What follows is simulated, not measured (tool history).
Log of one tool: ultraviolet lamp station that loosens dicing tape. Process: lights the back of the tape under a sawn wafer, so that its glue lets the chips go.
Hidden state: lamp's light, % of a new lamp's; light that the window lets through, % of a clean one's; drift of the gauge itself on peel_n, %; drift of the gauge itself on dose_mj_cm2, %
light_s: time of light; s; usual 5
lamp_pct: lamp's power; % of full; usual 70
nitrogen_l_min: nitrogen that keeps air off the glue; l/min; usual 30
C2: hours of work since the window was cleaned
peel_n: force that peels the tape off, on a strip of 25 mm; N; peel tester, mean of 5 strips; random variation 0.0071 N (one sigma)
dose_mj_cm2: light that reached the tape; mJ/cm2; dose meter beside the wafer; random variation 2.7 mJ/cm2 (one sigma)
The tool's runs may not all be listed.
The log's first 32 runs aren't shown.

{"run": 33, "day": 11.246, "light_s": 5, "lamp_pct": 71, "nitrogen_l_min": 30, "hours of work of the lamp": 437, "C2": 256, "peel_n": 0.395, "dose_mj_cm2": 292}
{"run": 34, "day": 11.646, "light_s": 4, "lamp_pct": 65, "nitrogen_l_min": 30, "hours of work of the lamp": 444, "C2": 263, "peel_n": 0.685, "dose_mj_cm2": 209}
{"run": 35, "day": 11.9, "light_s": 2, "lamp_pct": 77, "nitrogen_l_min": 20, "hours of work of the lamp": 448, "C2": 268, "peel_n": 1.582, "dose_mj_cm2": 128}
{"run": 36, "day": 12.317, "light_s": 2, "lamp_pct": 73, "nitrogen_l_min": 41, "hours of work of the lamp": 456, "C2": 275, "peel_n": 1.226, "dose_mj_cm2": 116}
{"run": 37, "day": 12.521, "light_s": 5, "lamp_pct": 84, "nitrogen_l_min": 23, "hours of work of the lamp": 460, "C2": 279, "peel_n": 0.384, "dose_mj_cm2": 334}
{"run": 38, "day": 12.762, "light_s": 3, "lamp_pct": 81, "nitrogen_l_min": 14, "hours of work of the lamp": 464, "C2": 284, "peel_n": 1.208, "dose_mj_cm2": 195}
{"run": 39, "day": 13.054, "light_s": 2, "lamp_pct": 99, "nitrogen_l_min": 30, "hours of work of the lamp": 469, "C2": 289, "peel_n": 1.008, "dose_mj_cm2": 154}
{"run": 40, "day": 13.475, "light_s": 7, "lamp_pct": 100, "nitrogen_l_min": 30, "hours of work of the lamp": 477, "C2": 297, "peel_n": 0.161, "dose_mj_cm2": 553}
{"run": 41, "day": 13.867, "light_s": 8, "lamp_pct": 87, "nitrogen_l_min": 37, "hours of work of the lamp": 484, "C2": 304, "peel_n": 0.132, "dose_mj_cm2": 542}
{"run": 42, "day": 14.162, "light_s": 7, "lamp_pct": 82, "nitrogen_l_min": 52, "hours of work of the lamp": 489, "C2": 309, "peel_n": 0.137, "dose_mj_cm2": 451}
{"run": 43, "day": 14.421, "light_s": 2, "lamp_pct": 61, "nitrogen_l_min": 16, "hours of work of the lamp": 494, "C2": 314, "peel_n": 2.011, "dose_mj_cm2": 96}

5 ways to go on from here, each from the tool as it stands after run 43. What would each give?
{"run": "A", "day": 14.862, "light_s": 2, "lamp_pct": 61, "nitrogen_l_min": 21, "hours of work of the lamp": 502, "C2": 322, "peel_n": "?", "dose_mj_cm2": "?"}
{"run": "B", "day": 14.862, "light_s": 7, "lamp_pct": 70, "nitrogen_l_min": 42, "hours of work of the lamp": 502, "C2": 322, "peel_n": "?", "dose_mj_cm2": "?"}
{"run": "C", "day": 14.862, "light_s": 4, "lamp_pct": 77, "nitrogen_l_min": 58, "hours of work of the lamp": 502, "C2": 322, "peel_n": "?", "dose_mj_cm2": "?"}
{"run": "D", "day": 14.862, "light_s": 2, "lamp_pct": 67, "nitrogen_l_min": 16, "hours of work of the lamp": 502, "C2": 322, "peel_n": "?", "dose_mj_cm2": "?"}
{"run": "E", "day": 14.862, "light_s": 2, "lamp_pct": 77, "nitrogen_l_min": 32, "hours of work of the lamp": 502, "C2": 322, "peel_n": "?", "dose_mj_cm2": "?"}

run=A peel_n=1.901 dose_mj_cm2=97
run=B peel_n=0.186 dose_mj_cm2=380
run=C peel_n=0.384 dose_mj_cm2=239
run=D peel_n=1.888 dose_mj_cm2=104
run=E peel_n=1.355 dose_mj_cm2=116
Without the tool's hidden state the same runs would have given:
run=A peel_n=1.48 dose_mj_cm2=133
run=B peel_n=0.124 dose_mj_cm2=524
run=C peel_n=0.217 dose_mj_cm2=329
run=D peel_n=1.481 dose_mj_cm2=144
run=E peel_n=0.94 dose_mj_cm2=162
